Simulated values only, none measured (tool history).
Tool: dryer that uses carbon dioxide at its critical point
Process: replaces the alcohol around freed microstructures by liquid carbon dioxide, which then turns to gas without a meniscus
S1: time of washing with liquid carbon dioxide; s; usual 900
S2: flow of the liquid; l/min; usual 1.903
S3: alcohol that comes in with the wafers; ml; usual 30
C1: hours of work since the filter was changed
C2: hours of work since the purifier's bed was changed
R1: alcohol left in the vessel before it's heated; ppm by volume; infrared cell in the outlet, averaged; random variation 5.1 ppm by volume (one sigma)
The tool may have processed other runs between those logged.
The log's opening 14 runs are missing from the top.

{"run": 15, "hour": 176.7, "S1": 900, "S2": 3.2, "S3": 30, "C1": 61, "C2": 540, "R1": 104}
{"run": 16, "hour": 195.3, "S1": 900, "S2": 1.33, "S3": 30, "C1": 74, "C2": 553, "R1": 321}
{"run": 17, "hour": 210.7, "S1": 900, "S2": 1.33, "S3": 30, "C1": 85, "C2": 564, "R1": 323}
{"run": 18, "hour": 222.0, "S1": 900, "S2": 1.33, "S3": 30, "C1": 93, "C2": 572, "R1": 335}
{"run": 19, "hour": 236.2, "S1": 900, "S2": 1.15, "S3": 30, "C1": 103, "C2": 582, "R1": 463}
{"run": 20, "hour": 244.5, "S1": 900, "S2": 2.28, "S3": 41, "C1": 109, "C2": 588, "R1": 131}
{"run": 21, "hour": 253.4, "S1": 600, "S2": 2.57, "S3": 30, "C1": 115, "C2": 594, "R1": 193}
{"run": 22, "hour": 267.6, "S1": 600, "S2": 2.57, "S3": 30, "C1": 125, "C2": 604, "R1": 210}
{"run": 23, "hour": 276.7, "S1": 1380, "S2": 1.903, "S3": 30, "C1": 132, "C2": 611, "R1": 108}
{"run": 24, "hour": 288.2, "S1": 840, "S2": 1.5, "S3": 40, "C1": 140, "C2": 619, "R1": 388}
{"run": 25, "hour": 302.1, "S1": 840, "S2": 1.5, "S3": 40, "C1": 150, "C2": 629, "R1": 393}
{"run": 26, "hour": 310.2, "S1": 1200, "S2": 2.88, "S3": 117, "C1": 155, "C2": 635, "R1": 109}
{"hour": 323.7, "done": "inlet filter changed"}
{"run": 27, "hour": 328.7, "S1": 600, "S2": 1.903, "S3": 57, "C1": 4, "C2": 647, "R1": 582}
{"run": 28, "hour": 346.1, "S1": 900, "S2": 1.9, "S3": 65, "C1": 16, "C2": 659, "R1": 220}
{"run": 29, "hour": 358.1, "S1": 900, "S2": 1.9, "S3": 65, "C1": 24, "C2": 668, "R1": 228}
{"run": 30, "hour": 366.0, "S1": 900, "S2": 1.903, "S3": 53, "C1": 30, "C2": 673, "R1": 207}
{"run": 31, "hour": 383.6, "S1": 900, "S2": 1.903, "S3": 53, "C1": 42, "C2": 686, "R1": 205}
{"run": 32, "hour": 391.2, "S1": 1440, "S2": 2.21, "S3": 22, "C1": 48, "C2": 691, "R1": 123}
{"run": 33, "hour": 399.9, "S1": 780, "S2": 2.92, "S3": 28, "C1": 54, "C2": 697, "R1": 127}
{"run": 34, "hour": 417.5, "S1": 780, "S2": 2.92, "S3": 28, "C1": 66, "C2": 710, "R1": 134}
{"run": 35, "hour": 427.5, "S1": 1140, "S2": 1.15, "S3": 29, "C1": 73, "C2": 717, "R1": 270}
{"run": 36, "hour": 439.9, "S1": 900, "S2": 2.97, "S3": 22, "C1": 82, "C2": 726, "R1": 134}
{"run": 37, "hour": 456.6, "S1": 900, "S2": 2.97, "S3": 22, "C1": 94, "C2": 738, "R1": 136}
{"run": 38, "hour": 468.8, "S1": 900, "S2": 2.97, "S3": 22, "C1": 103, "C2": 746, "R1": 129}

Alternative continuations, all from the tool just after run 38; predict every row:
{"run": "A", "hour": 480.9, "S1": 900, "S2": 3.16, "S3": 53, "C1": 111, "C2": 755, "R1": "?"}
{"run": "B", "hour": 480.9, "S1": 1020, "S2": 1.68, "S3": 69, "C1": 111, "C2": 755, "R1": "?"}
{"run": "C", "hour": 480.9, "S1": 600, "S2": 1.5, "S3": 43, "C1": 111, "C2": 755, "R1": "?"}

run=A R1=133
run=B R1=263
run=C R1=975
Had the tool no hidden state, the same runs would have come out as:
run=A R1=7
run=B R1=102
run=C R1=729

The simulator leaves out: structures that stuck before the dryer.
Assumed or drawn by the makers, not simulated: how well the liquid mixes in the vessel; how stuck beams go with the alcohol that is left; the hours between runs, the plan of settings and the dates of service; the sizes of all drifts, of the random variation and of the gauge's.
